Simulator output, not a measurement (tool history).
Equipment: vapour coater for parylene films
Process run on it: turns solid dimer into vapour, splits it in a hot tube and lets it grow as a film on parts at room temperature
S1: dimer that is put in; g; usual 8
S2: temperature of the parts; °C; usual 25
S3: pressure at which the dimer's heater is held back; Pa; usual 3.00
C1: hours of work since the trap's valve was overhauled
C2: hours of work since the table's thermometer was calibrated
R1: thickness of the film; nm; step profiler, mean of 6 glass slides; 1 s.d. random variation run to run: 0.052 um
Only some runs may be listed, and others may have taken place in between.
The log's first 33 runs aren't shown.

run 34 day=78.121 | S1=3 S2=19 S3=4.30 | C1=86 C2=1540 | R1=2890
run 35 day=79.979 | S1=3 S2=35 S3=4.30 | C1=107 C2=1561 | R1=1800
run 36 day=82.375 | S1=5 S2=27 S3=8.88 | C1=135 C2=1589 | R1=3500
run 37 day=85.229 | S1=4 S2=27 S3=7.51 | C1=167 C2=1622 | R1=2820
run 38 day=87.512 | S1=9 S2=25 S3=6.56 | C1=194 C2=1648 | R1=6780
-- day=89.612 trap's valve overhauled
run 39 day=89.925 | S1=5 S2=32 S3=11.37 | C1=4 C2=1673 | R1=2930
run 40 day=91.625 | S1=5 S2=32 S3=11.37 | C1=23 C2=1693 | R1=2950
run 41 day=94.567 | S1=5 S2=32 S3=11.37 | C1=57 C2=1727 | R1=2970

Here are 5 independent what-if runs from the current tool condition. What would each one return?
run A day=97.100 | S1=7 S2=18 S3=2.33 | C1=86 C2=1756 | R1=?
run B day=97.100 | S1=5 S2=30 S3=11.37 | C1=86 C2=1756 | R1=?
run C day=97.100 | S1=4 S2=26 S3=10.00 | C1=86 C2=1756 | R1=?
run D day=97.100 | S1=13 S2=25 S3=3.00 | C1=86 C2=1756 | R1=?
run E day=97.100 | S1=3 S2=28 S3=11.71 | C1=86 C2=1756 | R1=?

run=A R1=7490
run=B R1=3080
run=C R1=2790
run=D R1=11020
run=E R1=1960
Stripped of hidden state, with their random variation kept, the same runs would have yielded:
run=A R1=7520
run=B R1=3090
run=C R1=2800
run=D R1=11060
run=E R1=1970

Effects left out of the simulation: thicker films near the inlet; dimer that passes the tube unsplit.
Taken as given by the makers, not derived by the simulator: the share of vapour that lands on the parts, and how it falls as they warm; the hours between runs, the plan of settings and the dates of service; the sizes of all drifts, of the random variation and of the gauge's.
